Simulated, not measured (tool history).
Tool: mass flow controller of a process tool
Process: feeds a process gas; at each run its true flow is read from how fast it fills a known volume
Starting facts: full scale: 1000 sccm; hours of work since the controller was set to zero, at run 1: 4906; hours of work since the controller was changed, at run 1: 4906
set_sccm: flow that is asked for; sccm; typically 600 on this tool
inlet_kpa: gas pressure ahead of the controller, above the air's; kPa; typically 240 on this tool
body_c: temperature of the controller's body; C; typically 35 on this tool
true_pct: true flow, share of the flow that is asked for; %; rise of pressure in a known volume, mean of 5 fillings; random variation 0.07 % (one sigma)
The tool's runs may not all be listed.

run    hour  set_sccm  inlet_kpa  body_c  hours of work since the controller was set to zero  hours of work since the controller was changed  true_pct
  1       0       600        240      35                                                4906                                            4906    101.91
  2   102.4       600        240      28                                                4960                                            4960    102.51
  3     194       600        240      28                                                5009                                            5009    102.56
  4   312.6       600        240      22                                                5072                                            5072    103.03
  5   442.6       600        240      35                                                5140                                            5140    102.15
  6   554.8       600        240      35                                                5199                                            5199     102.1
  7   664.1       600        240      35                                                5257                                            5257    102.26
  8   777.8       600        264      35                                                5317                                            5317    101.99
  9   842.1       600        240      35                                                5351                                            5351    102.35
 10   905.9       600        240      35                                                5385                                            5385    102.36
 11   992.3       600        240      35                                                5431                                            5431    102.38
 12  1131.4       600        240      27                                                5504                                            5504    102.92
 13  1198.1       600        240      27                                                5539                                            5539    102.91
 14    1302       600        240      27                                                5594                                            5594    103.18
 15  1416.9       970        240      27                                                5655                                            5655    103.72
 16  1537.1       600        156      35                                                5719                                            5719     103.2
 17  1681.2       600        156      35                                                5795                                            5795    103.17
 18  1837.2       600        156      35                                                5877                                            5877    103.19
 19  1989.6       600        156      35                                                5958                                            5958    103.39
     2016.7  -- controller exchanged for a calibrated one
 20    2081       600        156      35                                                  34                                              34     98.69
 21    2231       600        156      35                                                 113                                             113     98.76
 22  2364.9       600        156      35                                                 184                                             184     98.82
 23  2482.5       577        226      27                                                 246                                             246     98.76
 24  2591.7       102        147      24                                                 304                                             304     99.07
 25  2683.3       600        179      31                                                 352                                             352     99.01
 26  2799.8       600        179      31                                                 414                                             414      99.1
 27  2930.6       600        179      31                                                 483                                             483     99.14
 28  3054.9       600        260      34                                                 549                                             549      98.4
 29  3195.1       258        260      22                                                 623                                             623     98.72
 30  3308.7       600        276      35                                                 683                                             683     98.33
 31  3440.1       403        276      27                                                 752                                             752     98.42
 32  3582.3       403        276      27                                                 827                                             827      98.6
 33  3708.8       208        170      34                                                 894                                             894     98.57
 34  3794.5       600        234      22                                                 940                                             940     99.65
 35  3867.3       525        240      35                                                 978                                             978     98.66
 36  4023.1       125        179      35                                                1060                                            1060     98.92
 37    4167       125        280      39                                                1136                                            1136     97.93
 38  4235.7       315        240      35                                                1173                                            1173     98.41
 39  4326.1       315        240      35                                                1220                                            1220     98.39
 40  4424.1       167        146      35                                                1272                                            1272     99.07
 41    4564       167        146      35                                                1346                                            1346     99.27
 42  4665.9       167        146      35                                                1400                                            1400     99.31
 43  4754.5       965        165      34                                                1447                                            1447    100.45
 44  4891.9       184        276      28                                                1519                                            1519     98.91

Run by run, hidden condition taken away, random variation retained:
What the log doesn't record here: flow at rest that the sensor doesn't see, % of full scale; true flow over the shown one, %; drift of the gauge itself on true_pct, %.
run  true_pct
  1     97.93
  2     98.49
  3      98.5
  4     98.93
  5     97.99
  6     97.92
  7     98.03
  8     97.71
  9     98.05
 10     98.03
 11     98.02
 12     98.51
 13     98.47
 14      98.7
 15     99.46
 16     98.63
 17     98.54
 18      98.5
 19     98.64
 20     98.64
 21     98.66
 22     98.66
 23     98.55
 24     98.21
 25     98.73
 26     98.77
 27     98.76
 28     97.97
 29     98.03
 30     97.81
 31     97.76
 32     97.88
 33     97.52
 34     98.94
 35     97.89
 36      97.3
 37     96.21
 38     97.32
 39     97.26
 40     97.48
 41     97.61
 42     97.59
 43     99.46
 44     97.15
